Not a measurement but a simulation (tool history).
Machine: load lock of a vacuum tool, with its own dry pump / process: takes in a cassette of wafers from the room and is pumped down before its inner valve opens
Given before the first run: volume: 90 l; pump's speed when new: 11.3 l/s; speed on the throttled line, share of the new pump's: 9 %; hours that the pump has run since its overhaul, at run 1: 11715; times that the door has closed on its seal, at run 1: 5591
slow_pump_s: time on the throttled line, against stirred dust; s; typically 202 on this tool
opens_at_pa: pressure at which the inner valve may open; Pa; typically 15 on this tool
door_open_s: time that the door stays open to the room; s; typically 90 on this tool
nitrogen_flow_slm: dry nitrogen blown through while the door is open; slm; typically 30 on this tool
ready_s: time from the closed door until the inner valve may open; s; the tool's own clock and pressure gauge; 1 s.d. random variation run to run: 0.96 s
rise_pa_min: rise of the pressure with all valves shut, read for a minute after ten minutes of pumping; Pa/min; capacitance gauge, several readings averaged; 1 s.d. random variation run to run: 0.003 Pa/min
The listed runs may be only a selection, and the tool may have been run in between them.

run    hour  slow_pump_s  opens_at_pa  door_open_s  nitrogen_flow_slm  hours that the pump has run since its overhaul  times that the door has closed on its seal  incoming humidity of the room's air, %  ready_s  rise_pa_min
  1       0          202           15           90                 30                                           11715                                        5591                                      49    263.2        0.045
  2   116.9          202           15           90                 30                                           11832                                        5907                                    44.9    265.6        0.043
  3   237.9          202           15           90                 30                                           11953                                        6235                                    43.4    260.2        0.048
  4   501.7          202           15           90                 13                                           12217                                        6950                                    40.5    263.9        0.049
  5   704.4          202           25           90                 13                                           12420                                        7499                                      42    258.4        0.055
  6   829.7          202           11           90                 30                                           12545                                        7838                                    41.8    265.9        0.051
  7   993.5          202           15           90                 18                                           12709                                        8282                                    43.3    263.8        0.054
  8  1117.3          202           15           90                 18                                           12832                                        8617                                    42.8    264.9        0.055
  9  1325.2          202           15           66                 30                                           13040                                        9180                                    39.9    266.5        0.053
 10    1465          202           15           90                 30                                           13180                                        9559                                      49      266        0.055
 11  1726.9          202           15           90                 30                                           13442                                       10268                                    47.2      264        0.057
 12  1929.2          202           15           90                 30                                           13644                                       10816                                      49    266.3        0.063
 13  2065.7          202           15           90                 30                                           13781                                       11186                                      45    262.2        0.058
 14  2207.1          202           11           90                 30                                           13922                                       11569                                    45.2    267.5        0.068
 15  2484.9          146           11           90                 30                                           14200                                       12322                                    44.9    217.5        0.068
 16  2705.4          202           15           90                 30                                           14420                                       12919                                    44.9    265.5        0.077
 17  2823.6          202           15           90                 30                                           14539                                       13239                                    43.6      267        0.073
 18  2997.3          202           15           90                 30                                           14712                                       13709                                    43.5    267.9        0.076
 19  3212.1          202           15           90                 30                                           14927                                       14291                                    44.1    264.8        0.077
 20  3464.9          202           15          138                 35                                           15180                                       14976                                    40.3    265.8         0.08
 21  3624.2          280           22           35                 15                                           15339                                       15407                                      44    330.4        0.074
 22  3867.7          297           16           90                 17                                           15583                                       16067                                    43.6    350.8        0.091
 23  4088.9          226           25           90                 14                                           15804                                       16666                                    45.5    282.7        0.098
 24  4354.8          195           25           90                 14                                           16070                                       17386                                    44.4      255          0.1
 25  4546.4          152           14           90                 30                                           16261                                       17905                                    43.5    222.4        0.098
 26  4730.4          202           14          152                  6                                           16446                                       18404                                    45.3    268.9        0.132
 27  4993.2          328           28           31                  8                                           16708                                       19115                                    44.3    373.9        0.099
     5116.3  -- dry pump taken out, an overhauled one fitted
 28  5267.6          202           15           48                 30                                             151                                       19842                                      44    256.5        0.099
 29  5487.3          202           15           48                 30                                             371                                       20437                                    45.4    255.3        0.098
 30  5602.2          202           24           90                  6                                             486                                       20748                                    43.8    252.5        0.126
 31  5744.7          127           16          106                 15                                             628                                       21135                                    45.7    187.5        0.128
 32  5931.2          127           16           52                 23                                             815                                       21640                                    43.5    187.5        0.117
 33  6153.2          106           15           78                 30                                            1037                                       22241                                    45.8    167.8        0.119
 34  6389.7          106           15           78                 30                                            1273                                       22882                                      42    167.7        0.123
 35  6636.5          229           15           90                 44                                            1520                                       23550                                    43.5    277.7        0.119
 36  6798.4          202           15          170                 12                                            1682                                       23989                                      46    255.5        0.153

Each row is a separate what-if for the run after 36, all from the same tool condition, not one after another. Results?
  A  6934.8          202           15          210                 30                                            1819                                       24358                                    46.2        ?            ?
  B  6934.8          364           15           93                 30                                            1819                                       24358                                    42.8        ?            ?
  C  6934.8          202           21           77                 30                                            1819                                       24358                                    45.3        ?            ?
  D  6934.8          135           15           90                  7                                            1819                                       24358                                    46.2        ?            ?

run  ready_s  rise_pa_min
  A    255.6        0.148
  B    405.2        0.139
  C      254         0.13
  D    195.6        0.154
Without the tool's hidden state the same runs would have given:
run  ready_s  rise_pa_min
  A    254.6        0.039
  B    404.4        0.029
  C    252.9        0.023
  D    194.4        0.044
